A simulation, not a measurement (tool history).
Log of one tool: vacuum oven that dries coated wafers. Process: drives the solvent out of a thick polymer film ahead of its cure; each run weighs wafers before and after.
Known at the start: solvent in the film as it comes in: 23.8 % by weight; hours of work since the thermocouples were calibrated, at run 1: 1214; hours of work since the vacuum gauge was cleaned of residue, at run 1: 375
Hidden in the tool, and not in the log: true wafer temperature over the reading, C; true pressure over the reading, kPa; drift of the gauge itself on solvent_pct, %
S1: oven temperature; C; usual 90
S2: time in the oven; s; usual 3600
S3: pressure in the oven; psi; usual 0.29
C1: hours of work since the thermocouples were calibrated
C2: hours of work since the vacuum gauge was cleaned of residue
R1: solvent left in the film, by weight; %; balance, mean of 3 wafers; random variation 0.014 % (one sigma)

run 1 hour=0 | S1=90 S2=3600 S3=0.29 | C1=1214 C2=375 | R1=2.35
run 2 hour=15.3 | S1=90 S2=3780 S3=0.29 | C1=1221 C2=381 | R1=2.15
-- hour=36.3 oven's thermocouples calibrated
run 3 hour=44 | S1=90 S2=3780 S3=0.29 | C1=3 C2=393 | R1=2.39
run 4 hour=65.4 | S1=96 S2=3600 S3=0.29 | C1=13 C2=403 | R1=1.3
run 5 hour=93.1 | S1=96 S2=3600 S3=0.29 | C1=25 C2=415 | R1=1.3
run 6 hour=121.4 | S1=96 S2=3600 S3=1.057 | C1=38 C2=428 | R1=2.88
run 7 hour=151.1 | S1=96 S2=3600 S3=1.057 | C1=51 C2=441 | R1=2.9
run 8 hour=166.1 | S1=90 S2=3600 S3=0.709 | C1=57 C2=447 | R1=3.62
run 9 hour=179.6 | S1=90 S2=3600 S3=0.709 | C1=63 C2=453 | R1=3.59
run 10 hour=209.4 | S1=90 S2=3600 S3=0.637 | C1=77 C2=467 | R1=3.43
run 11 hour=223 | S1=90 S2=3600 S3=0.637 | C1=83 C2=473 | R1=3.43
run 12 hour=238.2 | S1=90 S2=3600 S3=0.29 | C1=89 C2=479 | R1=2.58
run 13 hour=266.8 | S1=90 S2=3600 S3=0.29 | C1=102 C2=492 | R1=2.58
run 14 hour=287.2 | S1=95 S2=3600 S3=0.29 | C1=111 C2=501 | R1=1.46
run 15 hour=310.9 | S1=95 S2=3600 S3=0.29 | C1=122 C2=512 | R1=1.44
run 16 hour=325 | S1=95 S2=3600 S3=0.29 | C1=128 C2=518 | R1=1.46
run 17 hour=339.4 | S1=95 S2=3600 S3=0.29 | C1=134 C2=524 | R1=1.46
run 18 hour=355.8 | S1=95 S2=3600 S3=0.29 | C1=142 C2=531 | R1=1.44
run 19 hour=369.8 | S1=95 S2=3600 S3=0.29 | C1=148 C2=538 | R1=1.46
run 20 hour=399.8 | S1=95 S2=3600 S3=0.29 | C1=161 C2=551 | R1=1.47
run 21 hour=430.5 | S1=95 S2=3600 S3=0.29 | C1=175 C2=565 | R1=1.49
run 22 hour=458 | S1=95 S2=3600 S3=0.29 | C1=187 C2=577 | R1=1.46
run 23 hour=472.9 | S1=95 S2=3600 S3=0.29 | C1=193 C2=583 | R1=1.46
run 24 hour=489.6 | S1=90 S2=3600 S3=0.97 | C1=201 C2=591 | R1=4.22
run 25 hour=510.1 | S1=91 S2=2160 S3=0.29 | C1=210 C2=600 | R1=4.9
run 26 hour=531.7 | S1=99 S2=3360 S3=0.265 | C1=220 C2=609 | R1=1.03
run 27 hour=562.1 | S1=79 S2=3360 S3=0.265 | C1=233 C2=623 | R1=7.19
run 28 hour=582.9 | S1=80 S2=4560 S3=0.261 | C1=242 C2=632 | R1=4.75
run 29 hour=598.3 | S1=80 S2=4560 S3=0.261 | C1=249 C2=639 | R1=4.79
run 30 hour=616.2 | S1=89 S2=3600 S3=0.155 | C1=257 C2=647 | R1=2.53
run 31 hour=633.6 | S1=89 S2=3480 S3=0.526 | C1=265 C2=655 | R1=3.6
run 32 hour=655.4 | S1=90 S2=4620 S3=0.29 | C1=274 C2=664 | R1=1.75
run 33 hour=678.4 | S1=80 S2=3600 S3=0.29 | C1=285 C2=674 | R1=6.32
run 34 hour=697.4 | S1=80 S2=3600 S3=0.29 | C1=293 C2=683 | R1=6.33
run 35 hour=716.8 | S1=100 S2=2100 S3=0.524 | C1=302 C2=691 | R1=2.49
run 36 hour=736.7 | S1=87 S2=2100 S3=0.242 | C1=310 C2=700 | R1=6.64
run 37 hour=754 | S1=79 S2=3600 S3=0.57 | C1=318 C2=708 | R1=7.67
run 38 hour=776.6 | S1=76 S2=5340 S3=0.57 | C1=328 C2=718 | R1=6.71
run 39 hour=800.4 | S1=92 S2=5340 S3=0.57 | C1=339 C2=728 | R1=1.82
run 40 hour=828.9 | S1=92 S2=2640 S3=0.57 | C1=351 C2=741 | R1=3.97
run 41 hour=856.2 | S1=79 S2=3600 S3=0.173 | C1=363 C2=753 | R1=6.42
run 42 hour=879.1 | S1=77 S2=5340 S3=0.381 | C1=373 C2=763 | R1=5.53
run 43 hour=904 | S1=91 S2=2220 S3=0.222 | C1=384 C2=774 | R1=4.53
run 44 hour=930.3 | S1=89 S2=2100 S3=0.336 | C1=396 C2=786 | R1=5.97
run 45 hour=960.2 | S1=76 S2=3420 S3=0.22 | C1=409 C2=799 | R1=8.29
run 46 hour=979 | S1=80 S2=5100 S3=0.335 | C1=418 C2=808 | R1=4.36

How the hidden state differs across the entries between the runs, from the last listed run before each to the first after it:
Between runs 2 and 3: oven's thermocouples calibrated (hour 36.3)
  true wafer temperature over the reading, C: 1.03 -> 0.07; true pressure over the reading, kPa: 0.162 -> 0.167
  measured less the result without the state, R1: -0.2 -> +0.04 %
